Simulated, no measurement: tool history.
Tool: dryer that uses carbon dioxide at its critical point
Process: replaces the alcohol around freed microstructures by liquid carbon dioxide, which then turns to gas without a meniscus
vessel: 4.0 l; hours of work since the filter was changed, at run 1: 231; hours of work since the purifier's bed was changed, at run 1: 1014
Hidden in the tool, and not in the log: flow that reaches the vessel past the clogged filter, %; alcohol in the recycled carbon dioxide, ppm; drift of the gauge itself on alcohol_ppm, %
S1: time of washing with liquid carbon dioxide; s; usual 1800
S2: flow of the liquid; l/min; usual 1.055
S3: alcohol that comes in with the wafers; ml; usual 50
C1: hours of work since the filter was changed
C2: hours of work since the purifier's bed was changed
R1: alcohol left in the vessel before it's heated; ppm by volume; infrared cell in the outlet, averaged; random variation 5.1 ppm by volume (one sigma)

{"run": 1, "hour": 0.0, "S1": 1800, "S2": 1.055, "S3": 50, "C1": 231, "C2": 1014, "R1": 247}
{"run": 2, "hour": 47.8, "S1": 1800, "S2": 1.055, "S3": 50, "C1": 256, "C2": 1039, "R1": 245}
{"run": 3, "hour": 103.1, "S1": 1800, "S2": 1.055, "S3": 50, "C1": 284, "C2": 1067, "R1": 246}
{"run": 4, "hour": 154.3, "S1": 2580, "S2": 1.055, "S3": 50, "C1": 311, "C2": 1094, "R1": 203}
{"run": 5, "hour": 185.0, "S1": 2580, "S2": 1.055, "S3": 50, "C1": 327, "C2": 1109, "R1": 198}
{"run": 6, "hour": 214.6, "S1": 2580, "S2": 1.055, "S3": 50, "C1": 342, "C2": 1125, "R1": 196}
{"run": 7, "hour": 240.4, "S1": 2580, "S2": 1.055, "S3": 50, "C1": 355, "C2": 1138, "R1": 211}
{"run": 8, "hour": 286.3, "S1": 2580, "S2": 0.94, "S3": 89, "C1": 379, "C2": 1162, "R1": 233}
{"hour": 302.2, "done": "inlet filter changed"}
{"run": 9, "hour": 341.0, "S1": 2580, "S2": 0.94, "S3": 89, "C1": 20, "C2": 1189, "R1": 223}
{"hour": 358.1, "done": "purifier's bed changed"}
{"run": 10, "hour": 376.1, "S1": 1740, "S2": 0.79, "S3": 30, "C1": 37, "C2": 9, "R1": 146}
{"run": 11, "hour": 415.0, "S1": 2040, "S2": 1.16, "S3": 52, "C1": 57, "C2": 29, "R1": 27}
{"run": 12, "hour": 449.2, "S1": 1620, "S2": 1.15, "S3": 81, "C1": 74, "C2": 47, "R1": 99}
{"run": 13, "hour": 479.1, "S1": 1620, "S2": 1.15, "S3": 81, "C1": 90, "C2": 62, "R1": 103}

4 ways to go on from here, each from the tool as it stands after run 13. What would each give?
{"run": "A", "hour": 521.9, "S1": 2220, "S2": 1.0, "S3": 20, "C1": 112, "C2": 84, "R1": "?"}
{"run": "B", "hour": 521.9, "S1": 1980, "S2": 1.15, "S3": 109, "C1": 112, "C2": 84, "R1": "?"}
{"run": "C", "hour": 521.9, "S1": 1800, "S2": 1.39, "S3": 29, "C1": 112, "C2": 84, "R1": "?"}
{"run": "D", "hour": 521.9, "S1": 1800, "S2": 1.03, "S3": 103, "C1": 112, "C2": 84, "R1": "?"}

run=A R1=33
run=B R1=60
run=C R1=22
run=D R1=141
Without the tool's hidden state the same runs would have given:
run=A R1=17
run=B R1=37
run=C R1=6
run=D R1=108

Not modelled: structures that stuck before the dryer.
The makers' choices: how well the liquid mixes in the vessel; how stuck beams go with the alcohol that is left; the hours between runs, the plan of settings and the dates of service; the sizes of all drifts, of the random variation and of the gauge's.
